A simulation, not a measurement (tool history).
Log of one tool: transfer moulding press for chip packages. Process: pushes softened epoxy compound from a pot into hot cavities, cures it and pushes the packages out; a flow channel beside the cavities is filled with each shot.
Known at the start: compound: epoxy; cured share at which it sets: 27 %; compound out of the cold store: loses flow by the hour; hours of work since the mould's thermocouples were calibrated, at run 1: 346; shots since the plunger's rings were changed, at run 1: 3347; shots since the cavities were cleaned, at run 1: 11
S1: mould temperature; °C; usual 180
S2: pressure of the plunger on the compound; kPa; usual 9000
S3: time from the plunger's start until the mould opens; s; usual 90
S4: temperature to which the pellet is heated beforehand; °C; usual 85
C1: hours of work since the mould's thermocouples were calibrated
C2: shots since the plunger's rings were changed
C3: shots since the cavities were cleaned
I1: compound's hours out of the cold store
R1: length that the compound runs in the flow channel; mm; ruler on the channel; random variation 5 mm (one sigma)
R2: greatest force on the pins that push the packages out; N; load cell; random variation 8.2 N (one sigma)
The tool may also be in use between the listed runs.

run     day   S1    S2   S3  S4   C1    C2    C3    I1   R1   R2
  1       0  180  9000   90  85  346  3347    11  14.3  536  365
      2.825  -- plunger's sealing rings changed
  2   3.538  180  9770   90  85  401   220  1072  23.3  535  365
      3.862  -- cavities cleaned with cleaning compound and waxed
      7.525  -- cavities cleaned with cleaning compound and waxed
  3   7.525  180  9460   90  85  463  1414     0  37.4  498  349
  4   9.988  180  9460   90  85  503  2175   761  37.9  508  358
      11.45  -- cavities cleaned with cleaning compound and waxed
     11.738  -- mould's thermocouples calibrated
  5  12.504  180  9460   90  85   12  2910   302  28.4  529  344
  6  14.162  180  9460   90  85   39  3422   814    13  550  367
     15.508  -- cavities cleaned with cleaning compound and waxed
     16.779  -- plunger's sealing rings changed
  7  16.779  180  9440   90  85   78     0   362  25.6  535  360
     19.325  -- cavities cleaned with cleaning compound and waxed
  8  19.858  180  9690   90  85  126   933   166  32.5  520  364
  9  22.396  180  9950   90  85  167  1717   950  22.3  555  360
     23.246  -- cavities cleaned with cleaning compound and waxed
 10   24.35  180  9950   90  85  197  2302   341  18.8  562  365
     27.083  -- cavities cleaned with cleaning compound and waxed
 11  27.104  186  9950  108  79  241  3135     8  38.5  506  297
     30.662  -- plunger's sealing rings changed
     30.933  -- cavities cleaned with cleaning compound and waxed
 12  30.933  186  9950  108  79  299    64     0   8.9  570  275
 13  33.162  172  9340   93  81  335   754   690  38.4  521  596
     34.658  -- cavities cleaned with cleaning compound and waxed
 14  35.521  172  9340   93  81  372  1464   267  36.6  527  602
 15  37.888  180  8150  107  90  410  2195   998  15.7  507  305
     38.558  -- cavities cleaned with cleaning compound and waxed
 16  41.646  180  9000   74  85  469  3338   954  47.9  479  526
      42.35  -- cavities cleaned with cleaning compound and waxed
     44.562  -- plunger's sealing rings changed
     45.454  -- mould's thermocouples calibrated
 17  45.454  180  9000   73  94    0   249   901  15.6  528  586

Forecast each of these 5 alternatives for the next run:
     46.425  -- cavities cleaned with cleaning compound and waxed
  A  49.388  180  9000   73  79  62  1446  915  15.5   ?   ?
     46.425  -- cavities cleaned with cleaning compound and waxed
  B  49.388  180  8550  107  85  62  1446  915  37.7   ?   ?
     46.425  -- cavities cleaned with cleaning compound and waxed
  C  49.388  175  8260   90  85  62  1446  915  32.1   ?   ?
     46.425  -- cavities cleaned with cleaning compound and waxed
  D  49.388  176  9000   84  92  62  1446  915  17.3   ?   ?
     46.425  -- cavities cleaned with cleaning compound and waxed
  E  49.388  180  7660   94  94  62  1446  915  47.8   ?   ?

run   R1   R2
  A  537  629
  B  485  295
  C  491  511
  D  552  548
  E  442  328
Without the tool's hidden state the same runs would have given:
run   R1   R2
  A  537  622
  B  485  291
  C  491  505
  D  553  542
  E  442  325

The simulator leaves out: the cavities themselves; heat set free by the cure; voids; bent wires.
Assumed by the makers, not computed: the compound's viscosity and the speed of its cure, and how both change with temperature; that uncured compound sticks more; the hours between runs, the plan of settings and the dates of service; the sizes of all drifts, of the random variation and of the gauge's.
